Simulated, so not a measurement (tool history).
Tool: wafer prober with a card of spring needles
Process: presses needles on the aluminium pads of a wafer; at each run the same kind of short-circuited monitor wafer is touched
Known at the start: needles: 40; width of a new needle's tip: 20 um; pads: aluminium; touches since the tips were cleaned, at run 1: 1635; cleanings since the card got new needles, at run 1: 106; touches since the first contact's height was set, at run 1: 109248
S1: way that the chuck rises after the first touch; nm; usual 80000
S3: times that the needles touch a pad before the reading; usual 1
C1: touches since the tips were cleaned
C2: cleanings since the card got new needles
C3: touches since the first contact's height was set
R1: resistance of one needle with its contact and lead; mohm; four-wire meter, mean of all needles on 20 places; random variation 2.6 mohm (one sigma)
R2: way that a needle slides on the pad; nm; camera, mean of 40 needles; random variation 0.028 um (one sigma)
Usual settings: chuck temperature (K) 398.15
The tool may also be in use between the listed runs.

Run 1, hour 0.0: usual settings; C1 1635; C2 106; C3 109248. Result: R1 306 mohm, R2 11280 nm.
At hour 9.1: tips cleaned on abrasive film.
At hour 19.8: tips cleaned on abrasive film.
Run 2, hour 19.8: usual settings but S1 64000 nm; C1 0; C2 108; C3 121445. Result: R1 310 mohm, R2 9030 nm.
At hour 30.0: tips cleaned on abrasive film.
At hour 41.0: tips cleaned on abrasive film.
Run 3, hour 50.4: usual settings but S1 64000 nm, chuck temperature (K) 344.15; C1 5893; C2 110; C3 140405. Result: R1 292 mohm, R2 9020 nm.
At hour 53.0: tips cleaned on abrasive film.
At hour 63.5: tips cleaned on abrasive film.
At hour 74.0: tips cleaned on abrasive film.
Run 4, hour 74.0: usual settings but S1 64000 nm, chuck temperature (K) 344.15; C1 0; C2 113; C3 154920. Result: R1 290 mohm, R2 9030 nm.
At hour 85.8: tips cleaned on abrasive film.
Run 5, hour 88.8: usual settings but S1 64000 nm, chuck temperature (K) 344.15; C1 1911; C2 114; C3 164073. Result: R1 293 mohm, R2 9050 nm.
At hour 91.0: height of the first contact set anew.
At hour 97.9: tips cleaned on abrasive film.
Run 6, hour 107.6: usual settings; C1 6014; C2 115; C3 10244. Result: R1 310 mohm, R2 11330 nm.
At hour 110.2: tips cleaned on abrasive film.
At hour 122.5: tips cleaned on abrasive film.
At hour 132.9: tips cleaned on abrasive film.
Run 7, hour 137.9: usual settings; C1 3106; C2 118; C3 28931. Result: R1 303 mohm, R2 11360 nm.
At hour 144.5: tips cleaned on abrasive film.
At hour 156.1: tips cleaned on abrasive film.
Run 8, hour 165.4: usual settings but S1 64000 nm; C1 5780; C2 120; C3 45972. Result: R1 308 mohm, R2 9020 nm.
At hour 167.0: tips cleaned on abrasive film.
At hour 178.9: tips cleaned on abrasive film.
At hour 190.4: tips cleaned on abrasive film.
Run 9, hour 200.0: usual settings but S1 64000 nm; C1 5979; C2 123; C3 67334. Result: R1 309 mohm, R2 9070 nm.
At hour 202.4: tips cleaned on abrasive film.
At hour 214.8: tips cleaned on abrasive film.
Run 10, hour 215.4: usual settings but S1 64000 nm; C1 397; C2 125; C3 76805. Result: R1 322 mohm, R2 9030 nm.
At hour 227.2: tips cleaned on abrasive film.
At hour 237.9: tips cleaned on abrasive film.
At hour 248.1: tips cleaned on abrasive film.
Run 11, hour 248.1: usual settings but S1 64000 nm; C1 0; C2 128; C3 96942. Result: R1 316 mohm, R2 9010 nm.
At hour 260.0: tips cleaned on abrasive film.
Run 12, hour 268.3: usual settings but S1 64000 nm; C1 5158; C2 129; C3 109464. Result: R1 314 mohm, R2 9070 nm.
At hour 272.4: tips cleaned on abrasive film.
At hour 282.7: tips cleaned on abrasive film.
Run 13, hour 283.9: usual settings but S1 64000 nm; C1 729; C2 131; C3 119059. Result: R1 308 mohm, R2 9050 nm.
At hour 295.3: tips cleaned on abrasive film.
At hour 307.2: tips cleaned on abrasive film.
Run 14, hour 312.9: usual settings but S1 64000 nm; C1 3541; C2 133; C3 136993. Result: R1 310 mohm, R2 9070 nm.
At hour 317.8: tips cleaned on abrasive film.
At hour 329.3: tips cleaned on abrasive film.
Run 15, hour 338.5: usual settings; C1 5684; C2 135; C3 152782. Result: R1 309 mohm, R2 11250 nm.
At hour 340.5: tips cleaned on abrasive film.
At hour 351.1: tips cleaned on abrasive film.
Run 16, hour 356.4: usual settings but S1 77000 nm, chuck temperature (K) 341.15; C1 3318; C2 137; C3 163852. Result: R1 286 mohm, R2 10870 nm.
At hour 359.2: height of the first contact set anew.
At hour 361.8: tips cleaned on abrasive film.
At hour 373.3: tips cleaned on abrasive film.
Run 17, hour 382.5: usual settings but S1 84000 nm, chuck temperature (K) 316.15; C1 5739; C2 139; C3 14374. Result: R1 281 mohm, R2 11870 nm.
At hour 384.8: tips cleaned on abrasive film.
At hour 396.2: tips cleaned on abrasive film.
At hour 406.4: tips cleaned on abrasive film.
Run 18, hour 414.8: usual settings but S1 84000 nm, chuck temperature (K) 316.15; C1 5245; C2 142; C3 34285. Result: R1 281 mohm, R2 11880 nm.
At hour 417.4: tips cleaned on abrasive film.
At hour 428.7: tips cleaned on abrasive film.
At hour 439.0: tips cleaned on abrasive film.
Run 19, hour 439.6: usual settings but chuck temperature (K) 306.15; C1 351; C2 145; C3 49522. Result: R1 280 mohm, R2 11320 nm.
At hour 450.2: tips cleaned on abrasive film.
At hour 462.3: tips cleaned on abrasive film.
Run 20, hour 464.3: usual settings but chuck temperature (K) 306.15; C1 1235; C2 147; C3 64815. Result: R1 276 mohm, R2 11350 nm.
At hour 474.3: tips cleaned on abrasive film.
At hour 486.0: tips cleaned on abrasive film.
At hour 496.1: tips cleaned on abrasive film.
Run 21, hour 496.5: usual settings but chuck temperature (K) 306.15; C1 244; C2 150; C3 84675. Result: R1 279 mohm, R2 11350 nm.
At hour 507.5: tips cleaned on abrasive film.
At hour 518.4: tips cleaned on abrasive film.
At hour 529.7: tips cleaned on abrasive film.
Run 22, hour 529.7: usual settings but chuck temperature (K) 354.15; C1 0; C2 153; C3 105140. Result: R1 295 mohm, R2 11310 nm.
At hour 541.1: tips cleaned on abrasive film.
At hour 552.6: tips cleaned on abrasive film.
Run 23, hour 555.4: usual settings but chuck temperature (K) 354.15; C1 1778; C2 155; C3 121044. Result: R1 291 mohm, R2 11280 nm.
At hour 564.0: tips cleaned on abrasive film.
At hour 574.9: tips cleaned on abrasive film.
Run 24, hour 580.2: usual settings but chuck temperature (K) 354.15; C1 3278; C2 157; C3 136327. Result: R1 292 mohm, R2 11330 nm.
At hour 585.4: tips cleaned on abrasive film.
At hour 596.5: tips cleaned on abrasive film.
At hour 607.1: tips cleaned on abrasive film.
Run 25, hour 607.1: usual settings but chuck temperature (K) 301.15; C1 0; C2 160; C3 152937. Result: R1 273 mohm, R2 11310 nm.
At hour 619.6: tips cleaned on abrasive film.
At hour 626.5: height of the first contact set anew.
Run 26, hour 626.8: usual settings but chuck temperature (K) 301.15; C1 4329; C2 161; C3 200. Result: R1 276 mohm, R2 11320 nm.
At hour 631.0: tips cleaned on abrasive film.
At hour 641.5: tips cleaned on abrasive film.
At hour 652.3: tips cleaned on abrasive film.
Run 27, hour 658.5: usual settings but S1 99000 nm, chuck temperature (K) 307.15, S3 3; C1 3878; C2 164; C3 19762. Result: R1 277 mohm, R2 14020 nm.
At hour 663.1: tips cleaned on abrasive film.
At hour 673.5: tips cleaned on abrasive film.
At hour 685.3: tips cleaned on abrasive film.
Run 28, hour 690.8: usual settings but S1 96000 nm, chuck temperature (K) 313.15, S3 3; C1 3451; C2 167; C3 39679. Result: R1 274 mohm, R2 13550 nm.

Run 29 comes next. What will it give?
At hour 696.9: tips cleaned on abrasive film.
At hour 709.2: tips cleaned on abrasive film.
Run 29, hour 718.9: usual settings but S1 96000 nm, chuck temperature (K) 313.15, S3 3; C1 6020; C2 169; C3 57015. Result: R1 ?, R2 ?.

{"run 29": {"R1": 277, "R2": 13570}}
Without the tool's hidden state the same run would have given R1 277 mohm, R2 13570 nm.
